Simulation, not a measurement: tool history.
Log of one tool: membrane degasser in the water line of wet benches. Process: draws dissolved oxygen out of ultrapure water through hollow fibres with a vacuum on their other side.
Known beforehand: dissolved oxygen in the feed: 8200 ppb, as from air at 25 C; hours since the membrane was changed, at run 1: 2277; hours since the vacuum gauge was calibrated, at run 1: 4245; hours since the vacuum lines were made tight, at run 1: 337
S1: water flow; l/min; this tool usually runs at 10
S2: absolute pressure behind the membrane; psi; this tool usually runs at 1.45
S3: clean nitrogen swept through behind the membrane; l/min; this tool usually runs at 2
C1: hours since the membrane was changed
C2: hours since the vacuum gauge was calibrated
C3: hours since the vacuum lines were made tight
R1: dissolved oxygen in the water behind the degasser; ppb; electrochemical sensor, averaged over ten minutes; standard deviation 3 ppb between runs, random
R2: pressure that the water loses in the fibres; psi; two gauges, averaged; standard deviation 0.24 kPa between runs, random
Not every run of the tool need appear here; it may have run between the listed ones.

| run | hour | S1 | S2 | S3 | C1 | C2 | C3 | R1 | R2 |
|---|---|---|---|---|---|---|---|---|---|
| 1 | 0 | 10 | 1.45 | 2 | 2277 | 4245 | 337 | 294.9 | 9.282 |
| 2 | 289.6 | 10 | 1.45 | 2 | 2567 | 4534 | 626 | 296.4 | 9.369 |
| 3 | 555.4 | 10 | 1.45 | 1.18 | 2833 | 4800 | 892 | 345.9 | 9.272 |
| 4 | 907.9 | 10 | 1.45 | 1.79 | 3185 | 5153 | 1244 | 300.9 | 9.33 |
| 5 | 1215.9 | 10 | 1.45 | 1.79 | 3493 | 5461 | 1552 | 306.9 | 9.329 |
| 6 | 1391.9 | 10 | 3.15 | 2 | 3669 | 5637 | 1729 | 422.7 | 9.298 |
| 7 | 1741.3 | 10 | 3.15 | 3.75 | 4018 | 5986 | 2078 | 334 | 9.259 |
| 8 | 1939.7 | 10 | 3.15 | 3.75 | 4217 | 6184 | 2276 | 335.3 | 9.255 |
| 9 | 2115.4 | 6 | 1.45 | 2.97 | 4392 | 6360 | 2452 | 116.1 | 5.584 |
| 10 | 2464.8 | 6 | 2.81 | 1.09 | 4742 | 6709 | 2801 | 291.6 | 5.529 |
| 11 | 2632.1 | 8 | 2.26 | 2.97 | 4909 | 6877 | 2969 | 229.4 | 7.423 |
| 12 | 2982.3 | 8 | 2.26 | 2.97 | 5259 | 7227 | 3319 | 226 | 7.433 |
| 13 | 3307.4 | 9 | 1.45 | 2.01 | 5585 | 7552 | 3644 | 253.1 | 8.29 |

What does the tool deliver on the next run?
| 14 | 3647.6 | 9 | 3.25 | 2 | 5925 | 7892 | 3984 | ? | ? |

R1: 381.1 ppb
R2: 8.328 psi
On a tool with no hidden condition, and with the same random variation, this run would have come out at R1 380.4 ppb, R2 8.393 psi.

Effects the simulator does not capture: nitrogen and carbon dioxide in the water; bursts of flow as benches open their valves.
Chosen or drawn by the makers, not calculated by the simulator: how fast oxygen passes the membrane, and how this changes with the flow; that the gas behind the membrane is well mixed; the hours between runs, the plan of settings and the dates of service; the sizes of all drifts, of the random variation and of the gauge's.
